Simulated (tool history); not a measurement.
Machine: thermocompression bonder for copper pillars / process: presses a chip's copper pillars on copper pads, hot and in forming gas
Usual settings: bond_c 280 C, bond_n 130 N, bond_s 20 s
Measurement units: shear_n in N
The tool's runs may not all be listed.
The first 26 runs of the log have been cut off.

run	hour	bond_c	bond_n	bond_s	hours of work since the heater was calibrated	hours of work since the force cell was calibrated	hours of work since the gas filter was changed	shear_n
27	1344.7	275	134	17	664	962	98	90.2
28	1399	278	134	18	690	988	125	93.4
29	1431.3	278	134	18	706	1004	140	95.3
30	1463.7	295	112	27	722	1020	156	102.3
31	1502	256	125	13	741	1038	175	64.3
32	1564.2	256	168	11	771	1069	205	81.8
33	1601.9	272	146	27	789	1087	223	105.8
# hour 1619.6: force cell calibrated
34	1651.1	272	146	27	812	15	246	113.3
35	1712.2	272	146	27	842	45	276	110.9
36	1760.5	272	146	27	866	69	300	111.4
37	1831.5	280	130	15	900	103	334	91.7
38	1868.6	280	151	20	918	121	352	110.3
39	1935.3	293	85	20	951	154	385	76.5

Predict each of these 5 candidate next runs independently; none follows another, all start after run 39:
A	2005.5	305	89	20	985	188	419	?
B	2005.5	282	171	20	985	188	419	?
C	2005.5	252	129	20	985	188	419	?
D	2005.5	293	175	20	985	188	419	?
E	2005.5	260	122	12	985	188	419	?

run	shear_n
A	84.2
B	117.5
C	77.8
D	125.4
E	66.5
Take away the tool's hidden state, keep each run's random variation, and the runs would have read:
run	shear_n
A	90.4
B	126.6
C	82.9
D	135.3
E	71
